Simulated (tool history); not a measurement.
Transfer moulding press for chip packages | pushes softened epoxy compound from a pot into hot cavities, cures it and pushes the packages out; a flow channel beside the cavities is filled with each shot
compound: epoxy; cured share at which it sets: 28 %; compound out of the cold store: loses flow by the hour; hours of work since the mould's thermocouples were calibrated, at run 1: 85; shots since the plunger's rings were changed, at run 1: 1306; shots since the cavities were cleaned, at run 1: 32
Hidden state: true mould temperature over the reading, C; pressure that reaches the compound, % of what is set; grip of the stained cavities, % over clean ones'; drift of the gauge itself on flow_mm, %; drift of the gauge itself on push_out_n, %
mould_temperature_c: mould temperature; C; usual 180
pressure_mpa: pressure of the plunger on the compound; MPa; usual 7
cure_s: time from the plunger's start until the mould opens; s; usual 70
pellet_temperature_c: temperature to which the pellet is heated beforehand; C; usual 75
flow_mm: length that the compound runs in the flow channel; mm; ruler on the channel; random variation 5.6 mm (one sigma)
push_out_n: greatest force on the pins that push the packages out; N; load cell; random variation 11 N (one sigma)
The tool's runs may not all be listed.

| run | hour | mould_temperature_c | pressure_mpa | cure_s | pellet_temperature_c | hours of work since the mould's thermocouples were calibrated | shots since the plunger's rings were changed | shots since the cavities were cleaned | incoming compound's hours out of the cold store | flow_mm | push_out_n |
|---|---|---|---|---|---|---|---|---|---|---|---|
| 1 | 0 | 180 | 7 | 70 | 75 | 85 | 1306 | 32 | 11.8 | 807 | 527 |
| 2 | 22.2 | 180 | 7 | 70 | 75 | 97 | 1632 | 358 | 13.2 | 813 | 518 |
| 3 | 43.1 | 180 | 7 | 70 | 75 | 109 | 1940 | 666 | 35.4 | 766 | 495 |
|  | 59.3 | cavities cleaned with cleaning compound and waxed |
| 4 | 78.4 | 180 | 7 | 70 | 75 | 129 | 2437 | 281 | 10.3 | 808 | 530 |
| 5 | 105.8 | 180 | 7 | 70 | 75 | 145 | 2840 | 684 | 15.2 | 810 | 502 |
|  | 118.9 | cavities cleaned with cleaning compound and waxed |
| 6 | 131.2 | 180 | 7 | 70 | 75 | 159 | 3192 | 182 | 14.5 | 809 | 509 |
| 7 | 171.3 | 180 | 6.21 | 70 | 75 | 182 | 3782 | 772 | 44.6 | 701 | 513 |
|  | 179.4 | cavities cleaned with cleaning compound and waxed |
| 8 | 191.2 | 180 | 7 | 70 | 75 | 192 | 4053 | 174 | 43.9 | 748 | 500 |
| 9 | 217.8 | 180 | 7 | 70 | 75 | 208 | 4444 | 565 | 23.4 | 796 | 502 |
|  | 239.6 | cavities cleaned with cleaning compound and waxed |
| 10 | 248.7 | 180 | 7 | 56 | 75 | 225 | 4876 | 134 | 12.8 | 805 | 775 |
| 11 | 276.7 | 180 | 7 | 70 | 75 | 241 | 5288 | 546 | 35.7 | 762 | 511 |
|  | 300.6 | cavities cleaned with cleaning compound and waxed |
| 12 | 317.6 | 180 | 7 | 70 | 75 | 263 | 5868 | 251 | 12.7 | 803 | 507 |
| 13 | 348.8 | 180 | 7 | 65 | 75 | 281 | 6326 | 709 | 28.9 | 776 | 581 |
|  | 362.9 | cavities cleaned with cleaning compound and waxed |
|  | 373.3 | plunger's sealing rings changed |
| 14 | 385 | 180 | 7 | 70 | 69 | 300 | 174 | 290 | 12.2 | 810 | 522 |
| 15 | 413.7 | 180 | 6.38 | 70 | 77 | 317 | 596 | 712 | 34 | 736 | 523 |
|  | 426.3 | cavities cleaned with cleaning compound and waxed |
| 16 | 441.6 | 180 | 6.22 | 87 | 75 | 332 | 983 | 224 | 29.1 | 728 | 428 |
| 17 | 471.9 | 180 | 5.94 | 58 | 75 | 349 | 1430 | 671 | 26 | 726 | 699 |
|  | 486.4 | cavities cleaned with cleaning compound and waxed |
| 18 | 514.6 | 180 | 5.94 | 58 | 75 | 373 | 2035 | 415 | 34.6 | 711 | 697 |
|  | 548.3 | cavities cleaned with cleaning compound and waxed |
| 19 | 556.7 | 180 | 5.94 | 58 | 75 | 396 | 2632 | 123 | 19.6 | 733 | 726 |
| 20 | 599.3 | 180 | 7 | 70 | 68 | 421 | 3259 | 750 | 41.9 | 752 | 510 |
|  | 608.9 | cavities cleaned with cleaning compound and waxed |
| 21 | 632.5 | 180 | 7 | 61 | 72 | 439 | 3725 | 346 | 33.3 | 772 | 656 |
| 22 | 666.3 | 172 | 8.57 | 61 | 72 | 459 | 4223 | 844 | 35 | 865 | 1030 |
|  | 671.2 | cavities cleaned with cleaning compound and waxed |
| 23 | 692.8 | 174 | 6.58 | 61 | 81 | 473 | 4591 | 318 | 29 | 769 | 900 |
|  | 731.3 | cavities cleaned with cleaning compound and waxed |
| 24 | 731.3 | 180 | 6.64 | 69 | 75 | 495 | 5134 | 0 | 36.6 | 747 | 505 |
| 25 | 761.3 | 188 | 5.88 | 70 | 75 | 512 | 5576 | 442 | 20.9 | 710 | 456 |
|  | 790.7 | cavities cleaned with cleaning compound and waxed |
| 26 | 797.3 | 180 | 7 | 60 | 77 | 532 | 6084 | 97 | 24.8 | 782 | 632 |
|  | 834.8 | plunger's sealing rings changed |
| 27 | 835.6 | 172 | 7.1 | 72 | 71 | 552 | 11 | 623 | 18.7 | 819 | 718 |
|  | 852.9 | cavities cleaned with cleaning compound and waxed |
| 28 | 868.6 | 172 | 7.1 | 72 | 71 | 571 | 475 | 231 | 42.8 | 769 | 720 |

4 ways to go on from here, each from the tool as it stands after run 28. What would each give?
| A | 895.4 | 187 | 6.23 | 72 | 84 | 586 | 869 | 625 | 10.4 | ? | ? |
| B | 895.4 | 172 | 6.44 | 100 | 68 | 586 | 869 | 625 | 38.1 | ? | ? |
| C | 895.4 | 178 | 5.82 | 70 | 71 | 586 | 869 | 625 | 30.6 | ? | ? |
| D | 895.4 | 172 | 6.83 | 90 | 71 | 586 | 869 | 625 | 32.7 | ? | ? |

| run | flow_mm | push_out_n |
|---|---|---|
| A | 736 | 442 |
| B | 744 | 480 |
| C | 707 | 556 |
| D | 779 | 506 |
Without the tool's hidden state the same runs would have given:
| run | flow_mm | push_out_n |
|---|---|---|
| A | 737 | 437 |
| B | 744 | 475 |
| C | 707 | 549 |
| D | 779 | 500 |
